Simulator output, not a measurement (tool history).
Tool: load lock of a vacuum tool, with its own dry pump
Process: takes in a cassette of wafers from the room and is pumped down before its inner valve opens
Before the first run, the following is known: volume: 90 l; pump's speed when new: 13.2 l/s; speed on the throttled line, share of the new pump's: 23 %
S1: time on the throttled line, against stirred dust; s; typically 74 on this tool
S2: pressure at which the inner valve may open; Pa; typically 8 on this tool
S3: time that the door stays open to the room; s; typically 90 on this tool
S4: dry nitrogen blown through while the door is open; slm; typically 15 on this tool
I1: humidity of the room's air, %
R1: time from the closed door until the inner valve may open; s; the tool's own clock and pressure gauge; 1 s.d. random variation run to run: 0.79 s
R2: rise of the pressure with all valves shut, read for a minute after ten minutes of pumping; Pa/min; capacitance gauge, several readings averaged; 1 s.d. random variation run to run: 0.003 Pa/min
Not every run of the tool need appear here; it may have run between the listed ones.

run	hour	S1	S2	S3	S4	I1	R1	R2
1	0	74	8	90	15	47.8	125.6	0.103
2	548.8	74	8	90	15	46.3	125.4	0.106
3	977.2	74	8	90	15	43.6	126.3	0.113
4	1591.9	74	8	90	15	44.8	125.8	0.132
5	2218.1	74	8	90	15	45.6	125.8	0.134
6	2600.5	74	8	90	15	43.1	126.7	0.134
7	3142.8	74	8	90	15	43.4	126.6	0.148
8	3577.3	74	8	90	15	47	130.3	0.153
9	3875.5	74	8	136	15	46.7	127.8	0.164
10	4553.8	74	8	136	15	44.8	127.7	0.166
11	5157	74	8	136	15	44.2	129	0.176
12	5552.2	74	8	136	15	48.2	130.6	0.197
13	6080.8	74	8	36	15	41	128.9	0.188
14	6776	74	8	140	15	44.1	129.3	0.207
# hour 6853.4: door's seal changed, seat wiped
15	7271.4	74	8	140	15	45	130.3	0.032
16	7735.3	78	7	85	4	46.2	134.8	0.038
17	8224.7	78	7	85	4	45.4	134.8	0.032
18	8615.9	73	8	90	15	43.2	130.9	0.028
19	9140	73	8	90	15	42.5	131.7	0.033
20	9423.9	73	12	90	15	47.8	126.6	0.032
21	9771	74	7	31	15	46.3	132.3	0.023
22	10316.9	83	11	65	11	45.1	136.4	0.034

What if the next run were any one of these 5? Each begins from the tool's condition after run 22:
A	10991	74	8	77	15	40	?	?
B	10991	74	8	136	15	45.3	?	?
C	10991	122	11	90	15	46.2	?	?
D	10991	83	7	57	11	47.4	?	?
E	10991	87	11	116	15	45	?	?

run	R1	R2
A	134	0.04
B	133.3	0.047
C	164.2	0.044
D	140.9	0.038
E	137.6	0.042
Had the tool no hidden state, the same runs would have come out as:
run	R1	R2
A	122.5	0.02
B	121.8	0.027
C	155.7	0.024
D	129.8	0.018
E	127.5	0.022
